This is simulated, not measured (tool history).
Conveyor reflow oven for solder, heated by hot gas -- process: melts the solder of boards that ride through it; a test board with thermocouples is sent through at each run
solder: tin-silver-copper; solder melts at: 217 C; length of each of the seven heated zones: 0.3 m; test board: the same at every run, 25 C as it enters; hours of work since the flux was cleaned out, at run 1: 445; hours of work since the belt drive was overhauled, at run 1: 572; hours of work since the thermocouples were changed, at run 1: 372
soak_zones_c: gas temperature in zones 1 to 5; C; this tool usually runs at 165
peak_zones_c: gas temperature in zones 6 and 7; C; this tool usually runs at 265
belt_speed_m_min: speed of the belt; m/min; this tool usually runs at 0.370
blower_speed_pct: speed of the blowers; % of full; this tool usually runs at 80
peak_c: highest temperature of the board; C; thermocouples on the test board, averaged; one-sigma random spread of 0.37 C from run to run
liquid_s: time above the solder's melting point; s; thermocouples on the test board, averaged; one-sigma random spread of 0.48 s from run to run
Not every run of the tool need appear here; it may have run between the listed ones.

run     day  soak_zones_c  peak_zones_c  belt_speed_m_min  blower_speed_pct  hours of work since the flux was cleaned out  hours of work since the belt drive was overhauled  hours of work since the thermocouples were changed  peak_c  liquid_s
  1   0.000           165           265             0.370                80                                           445                                                572                                                 372   249.0      67.6
      0.379  -- flux residue cleaned out of gas plates and filters
  2   0.579           165           277             0.370                80                                             3                                                579                                                 379   265.3      80.8
  3   1.138           165           277             0.370                80                                            12                                                588                                                 388   264.5      80.6
  4   1.883           165           265             0.370                85                                            25                                                600                                                 400   254.8      74.4
  5   2.704           165           265             0.370                80                                            38                                                613                                                 413   253.2      72.8
  6   3.488           165           265             0.370                57                                            51                                                626                                                 426   246.8      63.3
  7   4.108           165           275             0.370                57                                            61                                                636                                                 436   255.6      71.5
  8   4.733           165           275             0.370                57                                            71                                                646                                                 446   254.3      70.7
  9   5.417           165           275             0.370                57                                            82                                                658                                                 458   254.8      71.8
 10   5.862           165           275             0.370                57                                            90                                                665                                                 465   255.3      70.9
 11   6.679           165           275             0.370                57                                           103                                                678                                                 478   254.8      71.4
 12   7.129           165           267             0.370                80                                           110                                                686                                                 486   254.7      73.7
 13   7.812           165           265             0.370                86                                           121                                                697                                                 497   254.5      73.4
 14   8.188           165           265             0.370                86                                           128                                                703                                                 503   254.5      73.7
 15   8.688           165           265             0.370                80                                           136                                                711                                                 511   252.8      71.0
 16   9.404           171           268             0.370                80                                           147                                                723                                                 523   256.5      76.0
 17  10.175           171           268             0.370                80                                           160                                                735                                                 535   256.5      76.4
 18  10.783           165           260             0.370                80                                           170                                                745                                                 545   247.7      67.0
 19  11.146           157           280             0.370                50                                           176                                                751                                                 551   253.1      65.4
 20  11.921           157           280             0.355                77                                           189                                                764                                                 564   265.4      82.1
 21  12.442           157           280             0.355                77                                           197                                                772                                                 572   265.8      81.5
 22  13.250           157           280             0.355                77                                           210                                                786                                                 586   265.9      81.2
 23  14.054           154           260             0.370                80                                           223                                                799                                                 599   245.9      61.2
 24  14.425           154           256             0.370                90                                           229                                                805                                                 605   244.4      60.1
 25  14.854           165           278             0.370                74                                           236                                                812                                                 612   262.3      77.6
 26  15.600           179           275             0.427                82                                           249                                                824                                                 624   258.5      71.3
 27  16.146           179           275             0.327                78                                           258                                                833                                                 633   265.8      99.3
 28  16.679           179           275             0.327                78                                           266                                                842                                                 642   265.2      99.1
 29  17.504           169           275             0.387                78                                           280                                                855                                                 655   259.5      74.3
 30  17.867           169           275             0.387                78                                           286                                                861                                                 661   259.4      74.5

Some steps in peak_c, run to run, broken into two amounts with sign: the step expected even without the hidden condition (settings, incoming material, random variation), and the rest, left for the hidden condition together with whatever gauge scatter is not in both the measured and the hidden-condition-free result:
Hidden conditions of the tool in this case: heat that the gas passes to the board, % of a clean oven's; belt's true speed, % of the reading; true gas temperature in zones 6 and 7 over the reading, C; drift of the gauge itself on peak_c, C; drift of the gauge itself on liquid_s, %.
Run 1 -> 2: peak_zones_c 265 -> 277, flux residue cleaned out of gas plates and filters. peak_c +16.3 C: hidden state +4.5, all else +11.8.
Run 22 -> 23: soak_zones_c 157 -> 154, peak_zones_c 280 -> 260, belt_speed_m_min 0.355 -> 0.370, blower_speed_pct 77 -> 80. peak_c -20.0 C: hidden state +0.0, all else -20.0.
Run 24 -> 25: soak_zones_c 154 -> 165, peak_zones_c 256 -> 278, blower_speed_pct 90 -> 74. peak_c +17.9 C: hidden state -0.1, all else +18.0.
Run 26 -> 27: belt_speed_m_min 0.427 -> 0.327, blower_speed_pct 82 -> 78. peak_c +7.3 C: hidden state +0.9, all else +6.4.
Run 28 -> 29: soak_zones_c 179 -> 169, belt_speed_m_min 0.327 -> 0.387. peak_c -5.7 C: hidden state -0.9, all else -4.8.

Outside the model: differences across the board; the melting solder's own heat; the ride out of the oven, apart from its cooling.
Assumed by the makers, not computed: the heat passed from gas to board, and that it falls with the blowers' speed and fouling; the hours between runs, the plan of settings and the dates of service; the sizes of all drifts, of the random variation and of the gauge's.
